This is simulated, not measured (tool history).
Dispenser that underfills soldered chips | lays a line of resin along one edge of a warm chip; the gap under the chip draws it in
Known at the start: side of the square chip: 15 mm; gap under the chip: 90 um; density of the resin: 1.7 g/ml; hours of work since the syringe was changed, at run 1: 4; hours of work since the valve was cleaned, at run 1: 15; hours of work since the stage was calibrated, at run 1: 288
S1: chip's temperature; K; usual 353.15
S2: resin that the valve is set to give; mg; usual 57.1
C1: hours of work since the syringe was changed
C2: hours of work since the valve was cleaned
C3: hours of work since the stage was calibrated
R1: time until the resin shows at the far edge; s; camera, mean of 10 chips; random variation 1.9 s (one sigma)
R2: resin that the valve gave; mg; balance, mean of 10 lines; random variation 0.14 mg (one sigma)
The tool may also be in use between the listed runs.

run 1 day=0 | S1=353.15 S2=57.1 | C1=4 C2=15 C3=288 | R1=247.9 R2=56.25
run 2 day=0.233 | S1=353.15 S2=57.1 | C1=8 C2=20 C3=293 | R1=318.6 R2=56.2
-- day=0.279 new syringe of resin
run 3 day=0.479 | S1=353.15 S2=57.1 | C1=4 C2=24 C3=297 | R1=241.5 R2=55.99
-- day=0.804 new syringe of resin
run 4 day=0.854 | S1=353.15 S2=50.5 | C1=1 C2=31 C3=303 | R1=210 R2=49.47
run 5 day=1.138 | S1=353.15 S2=50.5 | C1=6 C2=36 C3=309 | R1=297.3 R2=49.11
-- day=1.329 new syringe of resin
run 6 day=1.454 | S1=353.15 S2=50.1 | C1=2 C2=41 C3=314 | R1=229 R2=48.31
run 7 day=1.679 | S1=345.15 S2=63.1 | C1=6 C2=45 C3=318 | R1=429.2 R2=61.09
-- day=1.838 new syringe of resin
run 8 day=1.962 | S1=339.15 S2=53 | C1=2 C2=50 C3=323 | R1=454 R2=51.46
run 9 day=2.279 | S1=339.15 S2=53 | C1=8 C2=56 C3=329 | R1=656.4 R2=50.91
-- day=2.375 new syringe of resin
run 10 day=2.546 | S1=340.15 S2=53 | C1=3 C2=61 C3=334 | R1=456.2 R2=50.89
-- day=2.888 new syringe of resin
run 11 day=2.979 | S1=360.15 S2=51.2 | C1=2 C2=68 C3=341 | R1=158.2 R2=48.59

Forecast each of these 4 alternatives for the next run:
run A day=3.342 | S1=345.15 S2=68.7 | C1=8 C2=75 C3=348 | R1=? R2=?
run B day=3.342 | S1=365.15 S2=69.7 | C1=8 C2=75 C3=348 | R1=? R2=?
run C day=3.342 | S1=341.15 S2=51.3 | C1=8 C2=75 C3=348 | R1=? R2=?
run D day=3.342 | S1=345.15 S2=70 | C1=8 C2=75 C3=348 | R1=? R2=?

run=A R1=472.6 R2=64.79
run=B R1=182.6 R2=65.94
run=C R1=599.8 R2=48.55
run=D R1=476.6 R2=66.18
Without the tool's hidden state the same runs would have given:
run=A R1=274.6 R2=68.51
run=B R1=106.5 R2=69.73
run=C R1=345.4 R2=51.34
run=D R1=277 R2=69.98

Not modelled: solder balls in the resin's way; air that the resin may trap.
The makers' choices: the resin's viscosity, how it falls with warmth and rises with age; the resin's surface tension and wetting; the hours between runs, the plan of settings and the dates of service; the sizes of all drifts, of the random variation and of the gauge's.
